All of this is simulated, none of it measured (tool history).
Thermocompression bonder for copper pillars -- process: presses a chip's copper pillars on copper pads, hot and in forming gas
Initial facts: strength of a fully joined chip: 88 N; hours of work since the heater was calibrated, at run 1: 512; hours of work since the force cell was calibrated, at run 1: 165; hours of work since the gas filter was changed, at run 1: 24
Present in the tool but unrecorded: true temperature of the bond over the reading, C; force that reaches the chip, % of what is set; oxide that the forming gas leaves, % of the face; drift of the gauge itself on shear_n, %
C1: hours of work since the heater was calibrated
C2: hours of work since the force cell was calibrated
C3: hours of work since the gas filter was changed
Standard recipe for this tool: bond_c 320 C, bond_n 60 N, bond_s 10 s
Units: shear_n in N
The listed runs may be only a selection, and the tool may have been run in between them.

Run 1, day 0: usual settings; C1 512; C2 165; C3 24. Result: shear_n 62.6 N.
Run 2, day 0.3: usual settings; C1 517; C2 170; C3 30. Result: shear_n 62.5 N.
Run 3, day 0.529: usual settings but bond_s 13 s; C1 521; C2 174; C3 34. Result: shear_n 66.4 N.
Run 4, day 0.742: usual settings but bond_s 13 s; C1 525; C2 177; C3 37. Result: shear_n 65.1 N.
Run 5, day 1.162: usual settings but bond_s 13 s; C1 532; C2 185; C3 44. Result: shear_n 66.4 N.
Run 6, day 1.504: usual settings but bond_s 13 s; C1 538; C2 190; C3 50. Result: shear_n 66.7 N.
At day 1.617: heater calibrated with a thermocouple chip.
Run 7, day 1.771: usual settings but bond_c 296 C; C1 3; C2 194; C3 53. Result: shear_n 53.2 N.
Run 8, day 1.992: usual settings but bond_c 311 C; C1 6; C2 197; C3 57. Result: shear_n 59.1 N.
Run 9, day 2.325: usual settings but bond_c 311 C; C1 12; C2 203; C3 63. Result: shear_n 59 N.
Run 10, day 2.708: usual settings but bond_c 344 C, bond_n 47 N, bond_s 14 s; C1 19; C2 210; C3 69. Result: shear_n 67.5 N.
At day 2.942: heater calibrated with a thermocouple chip, once more.
Run 11, day 3.188: usual settings but bond_c 299 C; C1 4; C2 216; C3 76. Result: shear_n 53.1 N.
Run 12, day 3.588: usual settings but bond_c 299 C; C1 11; C2 223; C3 83. Result: shear_n 53.8 N.
Run 13, day 3.879: usual settings but bond_c 339 C; C1 16; C2 228; C3 88. Result: shear_n 66.7 N.
Run 14, day 4.146: usual settings but bond_c 308 C; C1 21; C2 233; C3 93. Result: shear_n 55.9 N.
Run 15, day 4.354: usual settings but bond_s 7 s; C1 24; C2 236; C3 96. Result: shear_n 55.4 N.
Run 16, day 4.679: usual settings but bond_s 7 s; C1 30; C2 242; C3 102. Result: shear_n 54.3 N.
Run 17, day 5.042: usual settings but bond_c 301 C, bond_n 72 N, bond_s 9 s; C1 36; C2 248; C3 108. Result: shear_n 56.3 N.
Run 18, day 5.296: usual settings but bond_c 301 C, bond_n 72 N, bond_s 9 s; C1 40; C2 252; C3 112. Result: shear_n 56.8 N.

Branching from run 18: 4 alternative next runs. What would each branch give?
Run A, day 5.529: usual settings but bond_c 312 C, bond_n 72 N, bond_s 5 s; C1 44; C2 256; C3 116. Result: shear_n ?.
Run B, day 5.529: usual settings but bond_c 293 C, bond_n 53 N, bond_s 25 s; C1 44; C2 256; C3 116. Result: shear_n ?.
Run C, day 5.529: usual settings but bond_c 330 C, bond_n 39 N, bond_s 8 s; C1 44; C2 256; C3 116. Result: shear_n ?.
Run D, day 5.529: usual settings but bond_c 349 C, bond_n 40 N, bond_s 27 s; C1 44; C2 256; C3 116. Result: shear_n ?.

run  shear_n
  A     51.1
  B     59.5
  C     47.5
  D     72.9
With no hidden state in the tool, these same runs would have given:
run  shear_n
  A     53.2
  B     61.8
  C     49.5
  D     75.5
